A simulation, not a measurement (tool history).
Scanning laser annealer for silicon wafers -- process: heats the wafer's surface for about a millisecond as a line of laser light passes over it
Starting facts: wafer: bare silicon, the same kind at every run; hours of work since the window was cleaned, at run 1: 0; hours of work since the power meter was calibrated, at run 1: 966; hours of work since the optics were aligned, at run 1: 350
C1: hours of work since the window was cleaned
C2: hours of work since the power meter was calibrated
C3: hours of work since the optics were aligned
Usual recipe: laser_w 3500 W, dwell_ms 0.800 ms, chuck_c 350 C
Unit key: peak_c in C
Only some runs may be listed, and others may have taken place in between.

run 1 day=0.000 | laser_w=3500 dwell_ms=0.800 chuck_c=350 | C1=0 C2=966 C3=350 | peak_c=1104
run 2 day=1.229 | laser_w=3500 dwell_ms=0.800 chuck_c=350 | C1=18 C2=984 C3=368 | peak_c=1104
run 3 day=2.525 | laser_w=3500 dwell_ms=0.800 chuck_c=350 | C1=37 C2=1003 C3=387 | peak_c=1099
run 4 day=5.046 | laser_w=3500 dwell_ms=0.800 chuck_c=350 | C1=74 C2=1040 C3=424 | peak_c=1098
run 5 day=6.283 | laser_w=3500 dwell_ms=0.696 chuck_c=350 | C1=92 C2=1058 C3=442 | peak_c=1048
run 6 day=8.383 | laser_w=3500 dwell_ms=0.696 chuck_c=350 | C1=122 C2=1088 C3=473 | peak_c=1044
run 7 day=10.546 | laser_w=3500 dwell_ms=0.696 chuck_c=350 | C1=154 C2=1120 C3=504 | peak_c=1042
run 8 day=11.788 | laser_w=3500 dwell_ms=0.696 chuck_c=350 | C1=172 C2=1138 C3=522 | peak_c=1044
run 9 day=14.383 | laser_w=3500 dwell_ms=0.696 chuck_c=350 | C1=210 C2=1176 C3=560 | peak_c=1041
run 10 day=16.033 | laser_w=3500 dwell_ms=0.696 chuck_c=350 | C1=234 C2=1200 C3=584 | peak_c=1038
run 11 day=18.008 | laser_w=3500 dwell_ms=0.800 chuck_c=350 | C1=262 C2=1229 C3=613 | peak_c=1082
run 12 day=19.517 | laser_w=3500 dwell_ms=0.800 chuck_c=350 | C1=284 C2=1251 C3=635 | peak_c=1083
run 13 day=22.358 | laser_w=3500 dwell_ms=0.800 chuck_c=350 | C1=326 C2=1292 C3=676 | peak_c=1080
run 14 day=24.504 | laser_w=3500 dwell_ms=0.800 chuck_c=350 | C1=357 C2=1323 C3=708 | peak_c=1076
run 15 day=26.612 | laser_w=3500 dwell_ms=0.800 chuck_c=350 | C1=388 C2=1354 C3=738 | peak_c=1074
run 16 day=28.596 | laser_w=3500 dwell_ms=0.800 chuck_c=350 | C1=417 C2=1383 C3=767 | peak_c=1075
-- day=28.900 laser's power meter calibrated
run 17 day=30.417 | laser_w=3500 dwell_ms=0.800 chuck_c=350 | C1=441 C2=22 C3=792 | peak_c=1070
run 18 day=31.683 | laser_w=3500 dwell_ms=0.800 chuck_c=359 | C1=460 C2=41 C3=810 | peak_c=1079
run 19 day=33.696 | laser_w=3500 dwell_ms=0.892 chuck_c=350 | C1=489 C2=70 C3=840 | peak_c=1110
run 20 day=36.354 | laser_w=3500 dwell_ms=0.745 chuck_c=350 | C1=528 C2=109 C3=878 | peak_c=1039
-- day=37.917 window over the wafer cleaned
run 21 day=38.629 | laser_w=3123 dwell_ms=0.858 chuck_c=367 | C1=10 C2=141 C3=910 | peak_c=1064
run 22 day=40.233 | laser_w=3545 dwell_ms=0.700 chuck_c=334 | C1=34 C2=164 C3=934 | peak_c=1044
-- day=41.133 laser's power meter calibrated, once more
run 23 day=42.558 | laser_w=3545 dwell_ms=0.700 chuck_c=334 | C1=66 C2=21 C3=966 | peak_c=1041
run 24 day=44.304 | laser_w=3545 dwell_ms=0.834 chuck_c=334 | C1=91 C2=46 C3=991 | peak_c=1101
run 25 day=46.008 | laser_w=3545 dwell_ms=0.834 chuck_c=334 | C1=116 C2=71 C3=1016 | peak_c=1103
run 26 day=48.254 | laser_w=3019 dwell_ms=0.800 chuck_c=350 | C1=149 C2=104 C3=1049 | peak_c=997
run 27 day=50.004 | laser_w=3019 dwell_ms=0.600 chuck_c=350 | C1=174 C2=129 C3=1074 | peak_c=910
run 28 day=51.604 | laser_w=3019 dwell_ms=0.933 chuck_c=380 | C1=198 C2=153 C3=1098 | peak_c=1077
run 29 day=53.354 | laser_w=3198 dwell_ms=0.775 chuck_c=350 | C1=223 C2=178 C3=1123 | peak_c=1018
run 30 day=55.392 | laser_w=3265 dwell_ms=0.660 chuck_c=329 | C1=253 C2=208 C3=1153 | peak_c=954
run 31 day=57.475 | laser_w=3265 dwell_ms=0.660 chuck_c=329 | C1=283 C2=238 C3=1183 | peak_c=957
run 32 day=59.350 | laser_w=3618 dwell_ms=0.660 chuck_c=331 | C1=311 C2=265 C3=1211 | peak_c=1017
run 33 day=60.529 | laser_w=3618 dwell_ms=0.660 chuck_c=331 | C1=328 C2=283 C3=1228 | peak_c=1014
run 34 day=62.208 | laser_w=3253 dwell_ms=0.747 chuck_c=331 | C1=352 C2=307 C3=1252 | peak_c=989

What will run 35 give?
run 35 day=63.733 | laser_w=3253 dwell_ms=0.747 chuck_c=357 | C1=374 C2=329 C3=1274 | peak_c=?

For run 35 the tool returned peak_c 1015 C.
With the hidden condition absent and the run-to-run variation left alone, this run would have shown peak_c 1046 C.
